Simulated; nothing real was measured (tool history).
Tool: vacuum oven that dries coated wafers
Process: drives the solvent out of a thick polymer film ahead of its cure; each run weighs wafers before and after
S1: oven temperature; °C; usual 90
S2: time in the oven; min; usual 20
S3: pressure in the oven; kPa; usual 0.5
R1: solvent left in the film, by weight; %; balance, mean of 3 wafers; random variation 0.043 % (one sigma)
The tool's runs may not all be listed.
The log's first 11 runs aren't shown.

run,hour,S1,S2,S3,R1
12,384.1,80,20,0.5,3.89
13,404.3,80,20,0.5,3.75
14,444.5,80,20,0.5,3.85
15,493.4,90,20,0.274,1.22
16,536.6,90,20,0.274,1.16
17,562,93,20,0.5,0.9
18,582.5,93,20,0.5,0.91
19,618,93,20,0.5,0.9
20,642.1,93,20,0.5,0.97
21,663.8,92,20,0.5,1.17
22,687.7,90,20,0.5,1.37
23,734.6,90,20,0.5,1.4
24,760.4,90,20,0.5,1.41
25,796.6,102,16,0.839,0.65
26,830.2,100,24,0.5,0.42
27,871.6,100,32,0.469,0.46
28,910.6,90,17,0.5,1.81
29,953.2,90,10,0.631,4.44
30,999.7,86,20,1.322,2.65
31,1024.1,86,21,0.83,2.14
32,1069.5,83,13,0.417,5.13
33,1093.2,90,35,0.387,0.67
34,1118.8,90,35,0.387,0.62

Run 35 comes next. What will it give?
35,1166.9,98,12,0.276,?

{"run 35": {"R1": 1.36}}
Without the tool's hidden state the same run would have given R1 1.3 %.
